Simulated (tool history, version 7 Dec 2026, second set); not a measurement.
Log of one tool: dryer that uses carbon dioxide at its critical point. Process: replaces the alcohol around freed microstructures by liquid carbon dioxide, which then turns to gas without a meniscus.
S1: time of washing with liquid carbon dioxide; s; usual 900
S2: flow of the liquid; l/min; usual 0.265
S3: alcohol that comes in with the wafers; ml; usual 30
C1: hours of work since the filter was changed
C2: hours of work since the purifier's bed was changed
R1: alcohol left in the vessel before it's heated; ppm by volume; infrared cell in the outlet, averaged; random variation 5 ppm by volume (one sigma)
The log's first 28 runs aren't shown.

run,hour,S1,S2,S3,C1,C2,R1
29,237.3,900,0.399,20,277,449,94
30,249.2,900,0.399,20,286,458,88
31,259.8,900,0.249,36,294,466,201
32,269.8,660,0.265,88,301,474,1231
33,277.0,660,0.265,88,307,479,1249
34,288.1,660,0.368,31,315,488,158
# hour 291.9: inlet filter changed
35,296.3,660,0.299,24,3,493,191
36,308.1,900,0.428,49,12,502,90
37,314.6,600,0.395,81,17,507,175
38,325.2,900,0.265,46,25,515,145
39,330.4,960,0.355,44,29,519,107
40,338.5,1140,0.167,77,35,525,462
41,346.5,900,0.265,45,41,531,145

4 ways to go on from here, each from the tool as it stands after run 41. What would each give?
A,351.6,900,0.237,45,45,535,?
B,351.6,840,0.253,97,45,535,?
C,351.6,900,0.215,30,45,535,?
D,351.6,720,0.195,30,45,535,?

run,R1
A,196
B,330
C,235
D,826
Without the tool's hidden state the same runs would have given:
run,R1
A,87
B,204
C,123
D,663
